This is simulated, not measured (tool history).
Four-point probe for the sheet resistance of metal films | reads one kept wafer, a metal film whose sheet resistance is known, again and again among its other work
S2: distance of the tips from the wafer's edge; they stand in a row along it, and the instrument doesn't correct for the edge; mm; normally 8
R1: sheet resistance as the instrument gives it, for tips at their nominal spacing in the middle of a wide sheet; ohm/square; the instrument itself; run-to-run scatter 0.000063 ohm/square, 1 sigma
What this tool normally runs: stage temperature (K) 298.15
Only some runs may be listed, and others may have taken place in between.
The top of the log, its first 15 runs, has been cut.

run 16 hour=1139.2 | stage_temperature_(K)=298.15 S2=8 | R1=0.314871
run 17 hour=1201.9 | stage_temperature_(K)=291.15 S2=6 | R1=0.315779
run 18 hour=1267.7 | stage_temperature_(K)=304.15 S2=52 | R1=0.313294
run 19 hour=1317.8 | stage_temperature_(K)=292.15 S2=52 | R1=0.311595
run 20 hour=1404.4 | stage_temperature_(K)=292.15 S2=52 | R1=0.311581
run 21 hour=1507.9 | stage_temperature_(K)=292.15 S2=52 | R1=0.311562
run 22 hour=1623 | stage_temperature_(K)=297.15 S2=58 | R1=0.31261
run 23 hour=1692.6 | stage_temperature_(K)=295.15 S2=43 | R1=0.312405
-- hour=1734.7 stage's thermometer calibrated, once more
run 24 hour=1751.6 | stage_temperature_(K)=308.15 S2=13 | R1=0.315836
run 25 hour=1834.6 | stage_temperature_(K)=301.15 S2=19 | R1=0.314258
run 26 hour=1946.5 | stage_temperature_(K)=306.15 S2=7 | R1=0.31808
run 27 hour=2028.5 | stage_temperature_(K)=298.15 S2=33 | R1=0.31365
run 28 hour=2140.2 | stage_temperature_(K)=298.15 S2=33 | R1=0.313718
run 29 hour=2232 | stage_temperature_(K)=298.15 S2=33 | R1=0.313855

Run 30 is up next; what results do you expect?
run 30 hour=2334 | stage_temperature_(K)=306.15 S2=8 | R1=?

For run 30 the tool returned R1 0.317705 ohm/square.
With the hidden condition absent and the run-to-run variation left alone, this run would have shown R1 0.314996 ohm/square.
